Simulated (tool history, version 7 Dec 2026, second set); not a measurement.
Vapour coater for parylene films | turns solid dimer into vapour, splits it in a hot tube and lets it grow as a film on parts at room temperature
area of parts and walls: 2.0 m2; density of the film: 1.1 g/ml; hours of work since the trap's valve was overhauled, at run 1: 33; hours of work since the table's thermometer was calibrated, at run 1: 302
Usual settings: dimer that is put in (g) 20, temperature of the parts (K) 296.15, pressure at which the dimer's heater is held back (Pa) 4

run	hour	dimer that is put in (g)	temperature of the parts (K)	pressure at which the dimer's heater is held back (Pa)	hours of work since the trap's valve was overhauled	hours of work since the table's thermometer was calibrated	thickness of the film (µm)
1	0	20	296.15	4	33	302	5.15
2	32.7	20	296.15	4	46	315	5.22
3	64.6	20	296.15	4	59	328	5.19
4	86.5	20	290.15	4	68	337	6.88
5	114.1	20	290.15	4	79	349	6.87
6	147.9	20	290.15	4	93	362	6.77
7	162.2	20	290.15	4	99	368	6.77
8	180.4	20	290.15	4	106	376	6.84
9	197.6	20	296.15	4	114	383	5.08
10	215.3	20	296.15	5.18	121	390	4.85
11	230.2	20	296.15	4	127	396	5.07
12	245.4	20	296.15	4	133	402	5.11
13	266.3	20	296.15	4	142	411	4.95
14	283.1	20	296.15	4	148	418	5.05
15	316.1	20	296.15	4	162	431	4.98
16	345.2	20	296.15	4	174	443	4.92
17	367.9	20	296.15	4	183	452	4.96
18	401.7	20	297.15	4	197	466	4.74
19	428.6	20	297.15	9.57	208	477	4.22
20	462.1	20	297.15	9.57	222	491	4.17
21	484.8	20	297.15	9.57	231	500	4.16
# hour 492: trap's valve overhauled
22	521	20	296.15	4	12	513	4.77
23	552.7	20	296.15	4	25	526	4.67
24	569.6	20	307.15	4	32	533	2.77
# hour 599.9: trap's valve overhauled, once more
25	604.3	8	290.15	3.13	2	546	2.87
26	638.9	8	288.15	3.59	16	560	3.08
27	657.5	20	308.15	3.59	24	567	2.9
28	688.4	20	294.15	4	36	580	5.6
29	713.9	20	301.15	4.44	47	590	3.89
30	746.6	14	291.15	2.43	60	604	4.85
31	773.2	20	296.15	9.98	71	615	4.49
32	806.3	20	296.15	9.98	84	628	4.42
33	821.6	9	297.15	5.98	91	635	2.04
34	839	29	296.15	4.56	98	642	7.19
35	873.1	20	290.15	3.77	112	656	6.81
36	899.7	20	290.15	9.68	123	666	5.92
37	928.7	31	291.15	4	134	678	9.87
38	943.4	20	305.15	4	140	684	3.19
39	976	9	305.15	4	154	698	1.45
40	1001.8	9	305.15	4	164	708	1.43
41	1026	9	305.15	4	174	718	1.44
42	1041.8	35	296.15	3.05	181	724	8.89
43	1074	8	295.15	3.05	194	738	2.14
44	1097.7	8	295.15	3.05	203	747	2.15
45	1129.5	8	295.15	3.05	216	760	2.14
46	1162.8	19	293.15	3.05	230	774	5.58
# hour 1184.1: trap's valve overhauled
47	1186.6	10	296.15	4	1	782	2.51

Measured less the same run without the tool's hidden state. The same run-to-run variation is in both; the gauge's scatter may not be:
The hidden state here: vapour lost through the trap's worn valve, %; true temperature of the parts over the reading, C; drift of the gauge itself on film_um, %.
run	thickness of the film (µm)
1	-0.07
2	-0.09
3	-0.1
4	-0.16
5	-0.17
6	-0.19
7	-0.19
8	-0.21
9	-0.17
10	-0.17
11	-0.19
12	-0.19
13	-0.19
14	-0.2
15	-0.22
16	-0.24
17	-0.25
18	-0.25
19	-0.23
20	-0.24
21	-0.25
22	-0.48
23	-0.49
24	-0.3
25	-0.04
26	-0.06
27	-0.05
28	-0.12
29	-0.1
30	-0.13
31	-0.13
32	-0.15
33	-0.07
34	-0.25
35	-0.27
36	-0.24
37	-0.42
38	-0.14
39	-0.07
40	-0.07
41	-0.08
42	-0.48
43	-0.12
44	-0.13
45	-0.14
46	-0.37
47	-0.05
